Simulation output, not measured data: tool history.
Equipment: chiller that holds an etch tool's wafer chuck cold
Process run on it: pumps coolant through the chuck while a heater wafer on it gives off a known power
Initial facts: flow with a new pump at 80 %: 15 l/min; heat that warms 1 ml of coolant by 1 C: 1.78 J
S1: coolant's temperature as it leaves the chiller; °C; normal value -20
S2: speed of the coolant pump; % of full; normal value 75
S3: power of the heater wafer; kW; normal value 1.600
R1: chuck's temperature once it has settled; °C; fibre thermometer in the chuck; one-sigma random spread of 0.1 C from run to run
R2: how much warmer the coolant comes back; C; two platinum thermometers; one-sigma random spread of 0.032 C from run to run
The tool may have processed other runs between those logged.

Run 1, hour 0.0: usual settings. Result: R1 -8.9 °C, R2 3.90 C.
Run 2, hour 28.6: usual settings. Result: R1 -8.8 °C, R2 3.85 C.
Run 3, hour 89.3: usual settings but S1 -30 °C. Result: R1 -18.9 °C, R2 3.90 C.
Run 4, hour 148.0: usual settings but S1 -30 °C. Result: R1 -19.0 °C, R2 3.89 C.
At hour 153.8: chiller's thermometer calibrated.
Run 5, hour 175.3: usual settings but S1 -30 °C. Result: R1 -19.2 °C, R2 3.87 C.
Run 6, hour 233.3: usual settings. Result: R1 -9.2 °C, R2 3.89 C.
Run 7, hour 285.5: usual settings. Result: R1 -9.5 °C, R2 3.91 C.
Run 8, hour 317.3: usual settings but S1 -27 °C, S3 2.002 kW. Result: R1 -13.3 °C, R2 4.91 C.
Run 9, hour 357.6: usual settings but S1 -23 °C, S2 68 % of full, S3 2.180 kW. Result: R1 -6.6 °C, R2 5.96 C.
Run 10, hour 387.5: usual settings but S1 -23 °C, S2 68 % of full, S3 2.180 kW. Result: R1 -6.5 °C, R2 5.91 C.
Run 11, hour 439.6: usual settings but S1 -23 °C, S2 68 % of full, S3 2.180 kW. Result: R1 -6.6 °C, R2 5.96 C.
Run 12, hour 475.3: usual settings but S1 -23 °C, S2 68 % of full, S3 2.180 kW. Result: R1 -6.5 °C, R2 5.98 C.
At hour 522.5: coolant changed, channels flushed.
Run 13, hour 522.7: usual settings but S1 -23 °C, S2 68 % of full, S3 2.180 kW. Result: R1 -9.0 °C, R2 5.96 C.

Results per run with the tool's hidden condition removed, run-to-run variation unchanged:
The tool's hidden condition here consists of: heat passed by the chuck's channels, % of clean ones'; flow at a given pump speed, % of a new pump's; coolant's true temperature over the reading, C; drift of the gauge itself on chuck_c, C; drift of the gauge itself on warmer_back_c, C.
run     R1    R2
  1   -9.7  3.87
  2   -9.6  3.81
  3  -19.7  3.86
  4  -19.8  3.84
  5  -19.6  3.82
  6   -9.6  3.85
  7   -9.9  3.86
  8  -14.2  4.84
  9   -7.9  5.88
 10   -7.8  5.83
 11   -7.9  5.87
 12   -7.8  5.89
 13   -7.9  5.87
